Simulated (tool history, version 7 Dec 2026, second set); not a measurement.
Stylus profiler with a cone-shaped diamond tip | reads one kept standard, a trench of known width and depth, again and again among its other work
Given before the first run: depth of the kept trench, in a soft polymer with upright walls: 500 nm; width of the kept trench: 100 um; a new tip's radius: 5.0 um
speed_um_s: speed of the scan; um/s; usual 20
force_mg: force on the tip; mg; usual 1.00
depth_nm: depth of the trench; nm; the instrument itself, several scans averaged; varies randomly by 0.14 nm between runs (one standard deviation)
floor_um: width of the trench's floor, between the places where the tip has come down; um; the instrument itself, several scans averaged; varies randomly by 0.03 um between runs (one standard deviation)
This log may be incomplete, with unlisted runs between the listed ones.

{"run": 1, "hour": 0.0, "speed_um_s": 20, "force_mg": 1.0, "depth_nm": 504.56, "floor_um": 95.48}
{"run": 2, "hour": 55.0, "speed_um_s": 20, "force_mg": 1.0, "depth_nm": 504.29, "floor_um": 95.55}
{"hour": 115.3, "done": "new tip fitted, height scale calibrated"}
{"run": 3, "hour": 115.3, "speed_um_s": 20, "force_mg": 1.0, "depth_nm": 504.55, "floor_um": 95.53}
{"run": 4, "hour": 180.8, "speed_um_s": 5, "force_mg": 1.0, "depth_nm": 504.34, "floor_um": 95.6}
{"run": 5, "hour": 255.0, "speed_um_s": 20, "force_mg": 1.1, "depth_nm": 504.56, "floor_um": 95.55}
{"run": 6, "hour": 330.0, "speed_um_s": 20, "force_mg": 1.1, "depth_nm": 504.55, "floor_um": 95.56}
{"run": 7, "hour": 369.6, "speed_um_s": 53, "force_mg": 1.1, "depth_nm": 504.72, "floor_um": 95.34}
{"run": 8, "hour": 411.3, "speed_um_s": 20, "force_mg": 0.71, "depth_nm": 503.38, "floor_um": 95.53}
{"run": 9, "hour": 456.6, "speed_um_s": 20, "force_mg": 0.71, "depth_nm": 503.53, "floor_um": 95.52}
{"run": 10, "hour": 527.6, "speed_um_s": 20, "force_mg": 0.71, "depth_nm": 503.39, "floor_um": 95.53}
{"run": 11, "hour": 580.0, "speed_um_s": 20, "force_mg": 1.45, "depth_nm": 505.51, "floor_um": 95.51}
{"run": 12, "hour": 654.5, "speed_um_s": 20, "force_mg": 1.0, "depth_nm": 504.18, "floor_um": 95.48}
{"run": 13, "hour": 697.6, "speed_um_s": 20, "force_mg": 1.0, "depth_nm": 504.05, "floor_um": 95.48}
{"run": 14, "hour": 740.8, "speed_um_s": 20, "force_mg": 1.0, "depth_nm": 504.47, "floor_um": 95.51}
{"run": 15, "hour": 803.2, "speed_um_s": 20, "force_mg": 1.0, "depth_nm": 504.37, "floor_um": 95.55}
{"run": 16, "hour": 887.5, "speed_um_s": 20, "force_mg": 1.0, "depth_nm": 504.43, "floor_um": 95.48}
{"run": 17, "hour": 972.0, "speed_um_s": 20, "force_mg": 1.0, "depth_nm": 504.34, "floor_um": 95.48}
{"run": 18, "hour": 1020.1, "speed_um_s": 20, "force_mg": 0.79, "depth_nm": 503.82, "floor_um": 95.46}
{"run": 19, "hour": 1069.8, "speed_um_s": 43, "force_mg": 0.47, "depth_nm": 502.52, "floor_um": 95.23}
{"run": 20, "hour": 1134.7, "speed_um_s": 9, "force_mg": 1.75, "depth_nm": 506.07, "floor_um": 95.58}
{"run": 21, "hour": 1172.2, "speed_um_s": 9, "force_mg": 1.75, "depth_nm": 506.47, "floor_um": 95.59}
{"run": 22, "hour": 1253.3, "speed_um_s": 33, "force_mg": 1.66, "depth_nm": 506.11, "floor_um": 95.44}
{"run": 23, "hour": 1303.6, "speed_um_s": 8, "force_mg": 0.89, "depth_nm": 504.17, "floor_um": 95.6}
{"run": 24, "hour": 1346.4, "speed_um_s": 26, "force_mg": 2.72, "depth_nm": 508.45, "floor_um": 95.51}
{"run": 25, "hour": 1412.1, "speed_um_s": 25, "force_mg": 1.31, "depth_nm": 505.03, "floor_um": 95.52}
{"run": 26, "hour": 1453.3, "speed_um_s": 26, "force_mg": 0.39, "depth_nm": 502.1, "floor_um": 95.37}
{"run": 27, "hour": 1489.9, "speed_um_s": 26, "force_mg": 0.39, "depth_nm": 502.31, "floor_um": 95.37}
{"run": 28, "hour": 1562.8, "speed_um_s": 20, "force_mg": 1.19, "depth_nm": 504.76, "floor_um": 95.51}
{"run": 29, "hour": 1634.0, "speed_um_s": 46, "force_mg": 0.87, "depth_nm": 503.86, "floor_um": 95.35}
{"run": 30, "hour": 1699.5, "speed_um_s": 46, "force_mg": 0.87, "depth_nm": 503.9, "floor_um": 95.35}
{"run": 31, "hour": 1754.3, "speed_um_s": 41, "force_mg": 2.74, "depth_nm": 508.46, "floor_um": 95.51}
{"run": 32, "hour": 1808.8, "speed_um_s": 41, "force_mg": 2.74, "depth_nm": 508.48, "floor_um": 95.46}
{"run": 33, "hour": 1878.7, "speed_um_s": 8, "force_mg": 1.09, "depth_nm": 504.47, "floor_um": 95.54}
{"run": 34, "hour": 1922.9, "speed_um_s": 20, "force_mg": 2.07, "depth_nm": 506.71, "floor_um": 95.51}
{"run": 35, "hour": 1998.8, "speed_um_s": 20, "force_mg": 2.07, "depth_nm": 507.03, "floor_um": 95.5}
{"hour": 2046.5, "done": "new tip fitted, height scale calibrated"}
{"run": 36, "hour": 2082.3, "speed_um_s": 20, "force_mg": 2.07, "depth_nm": 506.92, "floor_um": 95.53}

Forecast each of these 4 alternatives for the next run:
{"run": "A", "hour": 2162.3, "speed_um_s": 20, "force_mg": 0.4, "depth_nm": "?", "floor_um": "?"}
{"run": "B", "hour": 2162.3, "speed_um_s": 9, "force_mg": 2.7, "depth_nm": "?", "floor_um": "?"}
{"run": "C", "hour": 2162.3, "speed_um_s": 20, "force_mg": 2.12, "depth_nm": "?", "floor_um": "?"}
{"run": "D", "hour": 2162.3, "speed_um_s": 9, "force_mg": 0.41, "depth_nm": "?", "floor_um": "?"}

run=A depth_nm=502.63 floor_um=95.47
run=B depth_nm=508.41 floor_um=95.63
run=C depth_nm=507.27 floor_um=95.56
run=D depth_nm=502.26 floor_um=95.52
What these runs would have given with no unlogged condition in the tool:
run=A depth_nm=502.63 floor_um=95.47
run=B depth_nm=508.41 floor_um=95.63
run=C depth_nm=507.27 floor_um=95.57
run=D depth_nm=502.26 floor_um=95.52

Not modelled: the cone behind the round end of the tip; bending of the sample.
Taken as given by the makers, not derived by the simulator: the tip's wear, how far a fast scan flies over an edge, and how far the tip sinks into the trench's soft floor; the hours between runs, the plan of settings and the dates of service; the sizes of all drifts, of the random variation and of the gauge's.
